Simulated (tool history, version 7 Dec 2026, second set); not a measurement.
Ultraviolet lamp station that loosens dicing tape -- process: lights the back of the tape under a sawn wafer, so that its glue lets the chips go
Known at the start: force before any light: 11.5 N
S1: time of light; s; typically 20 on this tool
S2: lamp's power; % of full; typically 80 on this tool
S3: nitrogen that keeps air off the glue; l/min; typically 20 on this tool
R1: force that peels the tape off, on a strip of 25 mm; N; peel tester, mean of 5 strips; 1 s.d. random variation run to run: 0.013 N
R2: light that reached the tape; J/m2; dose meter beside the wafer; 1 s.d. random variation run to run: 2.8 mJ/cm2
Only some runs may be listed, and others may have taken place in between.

run	hour	S1	S2	S3	R1	R2
1	0	20	80	20	0.577	4030
2	13.9	20	80	9	1.315	4030
3	29.1	20	80	9	1.319	4040
4	39.9	20	82	9	1.23	4080
5	57.6	20	97	9	0.819	4810
6	71.9	20	97	9	0.881	4860
7	88.3	20	83	20	0.534	4180
8	112.9	20	83	16	0.66	4080
9	125.7	20	83	16	0.694	4150
10	137.6	14	77	10	2.522	2680
11	153.7	14	96	9	1.913	3370
12	168.2	30	92	11	0.243	6940
13	184.1	40	98	39	0.059	9840
14	202.4	20	80	20	0.574	3980
15	225.8	20	80	20	0.585	3960
16	239.9	20	80	20	0.592	4000
17	253.3	19	86	20	0.563	4070
18	264.5	13	95	20	1.135	3090

Forecast each of these 4 alternatives for the next run:
# hour 285.4: window cleaned of glue's vapour
A	288.3	14	95	10	?	?
# hour 285.4: window cleaned of glue's vapour
B	288.3	20	82	28	?	?
# hour 285.4: window cleaned of glue's vapour
C	288.3	13	95	30	?	?
# hour 285.4: window cleaned of glue's vapour
D	288.3	13	95	13	?	?

run	R1	R2
A	1.699	3310
B	0.369	4110
C	0.747	3050
D	1.57	3130
Without the tool's hidden state the same runs would have given:
run	R1	R2
A	1.696	3310
B	0.369	4110
C	0.746	3050
D	1.568	3130
